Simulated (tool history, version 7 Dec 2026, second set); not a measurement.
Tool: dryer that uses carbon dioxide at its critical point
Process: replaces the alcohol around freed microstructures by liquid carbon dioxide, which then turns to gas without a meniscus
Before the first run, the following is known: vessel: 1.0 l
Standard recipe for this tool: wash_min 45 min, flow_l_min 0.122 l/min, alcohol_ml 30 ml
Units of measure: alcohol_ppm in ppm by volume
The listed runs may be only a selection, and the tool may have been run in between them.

run	hour	wash_min	flow_l_min	alcohol_ml	alcohol_ppm
1	0.0	45	0.122	30	1094
2	16.8	50	0.122	30	811
3	26.6	50	0.122	30	850
# hour 30.2: inlet filter changed
4	40.4	45	0.148	30	338
5	54.6	45	0.148	30	359
6	65.1	45	0.122	30	698
7	75.1	45	0.122	30	679
8	88.4	45	0.098	30	1391
9	97.9	37	0.122	30	1348
10	112.7	45	0.141	30	476
11	129.6	45	0.122	30	750
12	147.7	45	0.122	30	797
13	158.7	45	0.122	30	803
14	170.8	45	0.122	30	817
15	180.0	45	0.122	20	583
16	191.0	45	0.122	62	1647
17	203.1	45	0.122	62	1628
18	216.5	45	0.122	30	900
19	234.2	45	0.122	30	918
20	248.5	44	0.122	30	1025
21	262.5	44	0.122	30	1029
22	279.8	44	0.122	30	1075
23	293.5	44	0.122	30	1081
24	309.3	44	0.122	30	1128
25	325.2	53	0.122	23	518
26	342.3	63	0.179	33	158
27	353.3	63	0.179	68	192
28	370.1	45	0.155	60	968
29	383.6	58	0.178	44	192
# hour 399.5: inlet filter changed
30	399.5	58	0.178	44	165
31	407.4	32	0.119	43	2860
32	416.1	32	0.119	43	2897
33	424.3	36	0.147	21	628
34	438.1	36	0.147	21	640
35	455.8	31	0.116	86	6975
36	470.8	31	0.116	86	7179
37	482.7	31	0.116	86	7144
38	492.3	69	0.153	24	159
39	503.2	45	0.100	21	1036
40	517.5	45	0.100	21	1096
41	535.2	50	0.096	46	1951
42	547.9	65	0.118	46	399
43	564.3	32	0.111	59	5628
44	573.5	32	0.111	59	5896
45	587.5	42	0.185	59	535
46	596.9	42	0.185	59	544
47	606.4	37	0.192	59	746

Here are 3 independent what-if runs from the current tool condition. What would each one return?
A	618.8	59	0.192	59	?
B	618.8	31	0.192	59	?
C	618.8	46	0.162	32	?

run	alcohol_ppm
A	189
B	1436
C	405
With no hidden state in the tool, these same runs would have given:
run	alcohol_ppm
A	19
B	814
C	145
